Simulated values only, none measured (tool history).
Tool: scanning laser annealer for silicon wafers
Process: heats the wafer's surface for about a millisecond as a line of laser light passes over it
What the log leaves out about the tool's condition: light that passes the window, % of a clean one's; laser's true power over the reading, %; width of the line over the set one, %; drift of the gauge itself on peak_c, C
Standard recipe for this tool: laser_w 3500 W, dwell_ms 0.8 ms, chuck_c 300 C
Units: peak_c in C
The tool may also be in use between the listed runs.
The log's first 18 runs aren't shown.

run	hour	laser_w	dwell_ms	chuck_c	hours of work since the window was cleaned	hours of work since the power meter was calibrated	hours of work since the optics were aligned	peak_c
19	300.7	3500	0.8	263	20	284	723	1050
20	324.1	3500	0.8	263	39	302	741	1050
# hour 347.2: window over the wafer cleaned, once more
21	349.1	3500	0.655	263	2	321	760	996
22	374.3	3500	0.655	263	22	341	780	993
23	398.4	3500	0.655	263	41	360	799	991
24	414.8	3320	0.8	287	54	373	812	1063
25	433.9	3320	0.8	287	69	388	827	1063
26	450	3547	0.563	336	82	401	840	1010
27	466.1	3547	0.563	336	94	414	852	1008
28	482.8	3098	0.588	262	108	427	866	863
29	497.8	3098	0.588	262	119	439	877	862
30	518.2	3098	0.588	262	136	455	894	860
31	530.1	3098	0.588	262	145	464	903	861
32	547.3	3500	0.956	306	159	478	917	1203
33	571.4	3500	0.956	306	178	497	936	1206
34	595.6	3500	0.956	282	197	516	955	1177
35	608.8	3500	0.956	282	207	527	965	1174
36	633	3500	0.956	282	227	546	985	1174
37	648.9	3400	0.585	302	239	558	997	949
38	667.4	3400	0.585	302	254	573	1012	952
39	689.8	3109	0.626	332	272	591	1030	951
40	708.8	3005	0.688	261	287	606	1045	890

Consider 4 possible next runs. They are alternatives, not a sequence: every one starts from the tool as it was left by run 40. What does each give?
A	722.4	3797	0.8	300	298	617	1056	?
B	722.4	3082	0.881	261	298	617	1056	?
C	722.4	3500	0.814	300	298	617	1056	?
D	722.4	3500	0.647	300	298	617	1056	?

run	peak_c
A	1165
B	1008
C	1109
D	1005
Take away the tool's hidden state, keep each run's random variation, and the runs would have read:
run	peak_c
A	1198
B	1037
C	1140
D	1032

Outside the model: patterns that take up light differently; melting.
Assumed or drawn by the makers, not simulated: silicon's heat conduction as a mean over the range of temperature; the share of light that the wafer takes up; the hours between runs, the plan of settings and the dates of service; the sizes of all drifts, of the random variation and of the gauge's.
